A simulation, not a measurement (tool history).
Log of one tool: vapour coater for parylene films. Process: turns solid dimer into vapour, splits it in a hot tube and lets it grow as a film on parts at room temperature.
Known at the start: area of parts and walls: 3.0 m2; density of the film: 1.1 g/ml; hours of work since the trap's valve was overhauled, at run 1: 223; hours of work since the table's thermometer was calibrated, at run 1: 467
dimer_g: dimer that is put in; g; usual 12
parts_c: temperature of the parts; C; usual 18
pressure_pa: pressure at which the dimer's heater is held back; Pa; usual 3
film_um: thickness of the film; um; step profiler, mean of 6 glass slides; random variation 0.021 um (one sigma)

| run | hour | dimer_g | parts_c | pressure_pa | hours of work since the trap's valve was overhauled | hours of work since the table's thermometer was calibrated | film_um |
|---|---|---|---|---|---|---|---|
| 1 | 0 | 12 | 18 | 3 | 223 | 467 | 2.05 |
| 2 | 9 | 12 | 18 | 3 | 229 | 473 | 2.06 |
| 3 | 21.4 | 12 | 18 | 3 | 237 | 481 | 2.01 |
| 4 | 36.7 | 12 | 18 | 3 | 247 | 491 | 2.03 |
| 5 | 55.5 | 13 | 18 | 3 | 259 | 504 | 2.22 |
| 6 | 71.1 | 12 | 24 | 3 | 269 | 514 | 1.82 |
| 7 | 84.7 | 12 | 18 | 3 | 278 | 523 | 1.99 |
| 8 | 101.6 | 12 | 18 | 3 | 290 | 534 | 1.99 |
| 9 | 110 | 12 | 22 | 3 | 295 | 539 | 1.88 |
| 10 | 119.5 | 12 | 22 | 3 | 301 | 546 | 1.83 |
| 11 | 135 | 12 | 22 | 3 | 311 | 556 | 1.83 |
| 12 | 144 | 12 | 22 | 3 | 317 | 562 | 1.82 |
| 13 | 156.4 | 12 | 18 | 2.47 | 326 | 570 | 1.98 |
|  | 167.8 | trap's valve overhauled |
| 14 | 169.8 | 12 | 18 | 2.47 | 1 | 576 | 2.31 |
| 15 | 185.9 | 14 | 18 | 3 | 12 | 587 | 2.61 |
| 16 | 195 | 12 | 18 | 3 | 18 | 593 | 2.19 |
| 17 | 212.1 | 12 | 25 | 3 | 29 | 604 | 2.01 |
| 18 | 227.7 | 12 | 18 | 3 | 39 | 614 | 2.2 |
| 19 | 242.5 | 12 | 18 | 3 | 49 | 624 | 2.18 |
| 20 | 254 | 12 | 14 | 3 | 57 | 631 | 2.31 |
| 21 | 265.8 | 12 | 14 | 3 | 64 | 639 | 2.31 |
| 22 | 276.3 | 12 | 14 | 3 | 71 | 646 | 2.31 |
| 23 | 293.8 | 12 | 18 | 8.53 | 83 | 658 | 1.92 |
| 24 | 312.5 | 12 | 18 | 3 | 95 | 670 | 2.14 |
| 25 | 322.6 | 12 | 18 | 3 | 102 | 677 | 2.14 |
| 26 | 334.5 | 5 | 18 | 6.56 | 110 | 684 | 0.8 |
| 27 | 345.4 | 5 | 22 | 6.56 | 117 | 692 | 0.77 |
| 28 | 358.8 | 7 | 24 | 10.59 | 126 | 700 | 0.97 |
| 29 | 367.8 | 7 | 24 | 10.59 | 131 | 706 | 0.94 |
| 30 | 385.3 | 7 | 24 | 10.59 | 143 | 718 | 0.98 |
| 31 | 399.2 | 8 | 11 | 10.68 | 152 | 727 | 1.37 |
| 32 | 417.2 | 19 | 12 | 3.59 | 164 | 739 | 3.56 |
| 33 | 426.7 | 19 | 10 | 6.47 | 170 | 745 | 3.46 |
| 34 | 443.1 | 19 | 10 | 6.47 | 181 | 756 | 3.45 |
| 35 | 459.7 | 15 | 16 | 4.6 | 192 | 767 | 2.55 |
| 36 | 478.3 | 15 | 20 | 4.36 | 204 | 779 | 2.38 |
| 37 | 495 | 11 | 18 | 9.87 | 215 | 790 | 1.64 |
| 38 | 510.8 | 5 | 18 | 3 | 226 | 800 | 0.85 |
| 39 | 521.1 | 13 | 18 | 3 | 232 | 807 | 2.17 |
| 40 | 532.4 | 13 | 18 | 3 | 240 | 814 | 2.17 |
| 41 | 551.5 | 7 | 14 | 3 | 252 | 827 | 1.24 |
| 42 | 565.5 | 7 | 14 | 3 | 261 | 836 | 1.28 |
| 43 | 581.5 | 7 | 14 | 3 | 272 | 847 | 1.24 |
| 44 | 592.4 | 7 | 18 | 3 | 279 | 854 | 1.17 |
| 45 | 605.3 | 7 | 18 | 3 | 288 | 862 | 1.17 |
| 46 | 624.8 | 10 | 23 | 2.28 | 300 | 875 | 1.56 |
| 47 | 641.7 | 8 | 23 | 3.04 | 312 | 886 | 1.21 |

Some steps in film_um between neighbouring runs. How much of each would the tool show without its hidden state too (settings, what came in, random variation), and how much is left for the hidden state, with any gauge scatter that isn't in both results?
The hidden state here: vapour lost through the trap's worn valve, %; true temperature of the parts over the reading, C; drift of the gauge itself on film_um, %.
Run 13 -> 14: trap's valve overhauled. film_um +0.33 um: hidden state +0.29, all else +0.04.
Run 25 -> 26: dimer_g 12 -> 5, pressure_pa 3 -> 6.56. film_um -1.34 um: hidden state +0.07, all else -1.41.
Run 31 -> 32: dimer_g 8 -> 19, parts_c 11 -> 12, pressure_pa 10.68 -> 3.59. film_um +2.19 um: hidden state -0.18, all else +2.37.
Run 38 -> 39: dimer_g 5 -> 13. film_um +1.32 um: hidden state -0.15, all else +1.47.
